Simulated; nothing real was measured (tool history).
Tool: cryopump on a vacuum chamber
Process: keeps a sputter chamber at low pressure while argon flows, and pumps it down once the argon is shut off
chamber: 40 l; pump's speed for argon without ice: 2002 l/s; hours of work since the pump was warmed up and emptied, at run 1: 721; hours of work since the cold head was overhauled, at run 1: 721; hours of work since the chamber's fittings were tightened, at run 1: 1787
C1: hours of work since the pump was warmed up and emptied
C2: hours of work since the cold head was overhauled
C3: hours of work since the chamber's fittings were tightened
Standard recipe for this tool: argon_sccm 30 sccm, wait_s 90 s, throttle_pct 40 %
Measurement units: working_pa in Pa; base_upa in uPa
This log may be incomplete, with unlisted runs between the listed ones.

run 1 hour=0 | argon_sccm=30 wait_s=90 throttle_pct=40 | C1=721 C2=721 C3=1787 | working_pa=0.0723 base_upa=1.58
run 2 hour=16.5 | argon_sccm=30 wait_s=284 throttle_pct=40 | C1=733 C2=733 C3=1799 | working_pa=0.0732 base_upa=1.38
run 3 hour=37.9 | argon_sccm=30 wait_s=90 throttle_pct=40 | C1=748 C2=748 C3=1814 | working_pa=0.0738 base_upa=1.65
run 4 hour=55.7 | argon_sccm=30 wait_s=90 throttle_pct=40 | C1=760 C2=760 C3=1826 | working_pa=0.0727 base_upa=1.64
-- hour=69.7 pump warmed up, emptied and cooled again
run 5 hour=73.7 | argon_sccm=30 wait_s=90 throttle_pct=40 | C1=3 C2=770 C3=1835 | working_pa=0.0639 base_upa=1.3
run 6 hour=96.4 | argon_sccm=30 wait_s=90 throttle_pct=40 | C1=19 C2=786 C3=1851 | working_pa=0.0637 base_upa=1.27
run 7 hour=114.9 | argon_sccm=18 wait_s=90 throttle_pct=40 | C1=32 C2=799 C3=1865 | working_pa=0.0383 base_upa=1.27
run 8 hour=139.6 | argon_sccm=30 wait_s=90 throttle_pct=26 | C1=49 C2=816 C3=1882 | working_pa=0.0981 base_upa=1.32
run 9 hour=151 | argon_sccm=30 wait_s=90 throttle_pct=26 | C1=57 C2=824 C3=1890 | working_pa=0.0974 base_upa=1.33
run 10 hour=175 | argon_sccm=30 wait_s=90 throttle_pct=26 | C1=74 C2=841 C3=1907 | working_pa=0.1001 base_upa=1.36
run 11 hour=195.5 | argon_sccm=30 wait_s=90 throttle_pct=26 | C1=89 C2=856 C3=1921 | working_pa=0.0994 base_upa=1.39
run 12 hour=206.9 | argon_sccm=30 wait_s=90 throttle_pct=26 | C1=97 C2=864 C3=1930 | working_pa=0.0994 base_upa=1.33
run 13 hour=219.2 | argon_sccm=30 wait_s=90 throttle_pct=26 | C1=106 C2=872 C3=1938 | working_pa=0.0989 base_upa=1.37
run 14 hour=229.7 | argon_sccm=30 wait_s=22 throttle_pct=26 | C1=113 C2=880 C3=1946 | working_pa=0.1004 base_upa=2.16
run 15 hour=244.6 | argon_sccm=30 wait_s=22 throttle_pct=26 | C1=124 C2=890 C3=1956 | working_pa=0.0996 base_upa=2.24
run 16 hour=255.2 | argon_sccm=30 wait_s=22 throttle_pct=26 | C1=131 C2=898 C3=1964 | working_pa=0.0995 base_upa=2.14
run 17 hour=272.4 | argon_sccm=30 wait_s=22 throttle_pct=26 | C1=143 C2=910 C3=1976 | working_pa=0.098 base_upa=2.26
run 18 hour=283.2 | argon_sccm=30 wait_s=22 throttle_pct=26 | C1=151 C2=918 C3=1983 | working_pa=0.0996 base_upa=2.27
run 19 hour=297.7 | argon_sccm=38 wait_s=90 throttle_pct=40 | C1=161 C2=928 C3=1994 | working_pa=0.0836 base_upa=1.43
run 20 hour=317.1 | argon_sccm=18 wait_s=90 throttle_pct=40 | C1=175 C2=942 C3=2007 | working_pa=0.0388 base_upa=1.46
run 21 hour=342.4 | argon_sccm=18 wait_s=90 throttle_pct=40 | C1=193 C2=959 C3=2025 | working_pa=0.0392 base_upa=1.4
run 22 hour=352.9 | argon_sccm=34 wait_s=77 throttle_pct=18 | C1=200 C2=967 C3=2033 | working_pa=0.1623 base_upa=1.54
run 23 hour=365 | argon_sccm=34 wait_s=77 throttle_pct=18 | C1=209 C2=976 C3=2041 | working_pa=0.1629 base_upa=1.51
run 24 hour=382.9 | argon_sccm=34 wait_s=22 throttle_pct=40 | C1=221 C2=988 C3=2054 | working_pa=0.0745 base_upa=2.22
run 25 hour=396.7 | argon_sccm=13 wait_s=63 throttle_pct=40 | C1=231 C2=998 C3=2064 | working_pa=0.0288 base_upa=1.62
run 26 hour=409.1 | argon_sccm=30 wait_s=64 throttle_pct=40 | C1=240 C2=1007 C3=2072 | working_pa=0.0662 base_upa=1.63
run 27 hour=425.9 | argon_sccm=22 wait_s=26 throttle_pct=30 | C1=252 C2=1019 C3=2084 | working_pa=0.0651 base_upa=2.1
run 28 hour=438.6 | argon_sccm=17 wait_s=90 throttle_pct=32 | C1=261 C2=1027 C3=2093 | working_pa=0.0468 base_upa=1.45
run 29 hour=452 | argon_sccm=14 wait_s=20 throttle_pct=40 | C1=270 C2=1037 C3=2103 | working_pa=0.0319 base_upa=2.45
run 30 hour=473.9 | argon_sccm=14 wait_s=224 throttle_pct=18 | C1=286 C2=1052 C3=2118 | working_pa=0.0675 base_upa=1.41
run 31 hour=489.8 | argon_sccm=14 wait_s=224 throttle_pct=18 | C1=297 C2=1064 C3=2129 | working_pa=0.0671 base_upa=1.4
run 32 hour=501.3 | argon_sccm=14 wait_s=68 throttle_pct=57 | C1=305 C2=1072 C3=2138 | working_pa=0.0215 base_upa=1.59
run 33 hour=522.6 | argon_sccm=15 wait_s=38 throttle_pct=40 | C1=320 C2=1087 C3=2153 | working_pa=0.0333 base_upa=1.93
run 34 hour=535.4 | argon_sccm=48 wait_s=90 throttle_pct=27 | C1=329 C2=1096 C3=2162 | working_pa=0.1567 base_upa=1.62

For each entry between runs, how does the tool's hidden state at the last listed run before it compare with that at the first listed run after it?
From run 4 to run 5: pump warmed up, emptied and cooled again (hour 69.7)
  pump's speed, % of a pump's without ice: 73.1 -> 99.3; cold plate's temperature, K: 12.64 -> 12.65; leak into the chamber, uPa l/s: 1982 -> 1991
  the result without the hidden state subtracted from the measured one, working_pa: +0.0098 -> +0.0005 Pa; base_upa: +1.23 -> +0.86 uPa

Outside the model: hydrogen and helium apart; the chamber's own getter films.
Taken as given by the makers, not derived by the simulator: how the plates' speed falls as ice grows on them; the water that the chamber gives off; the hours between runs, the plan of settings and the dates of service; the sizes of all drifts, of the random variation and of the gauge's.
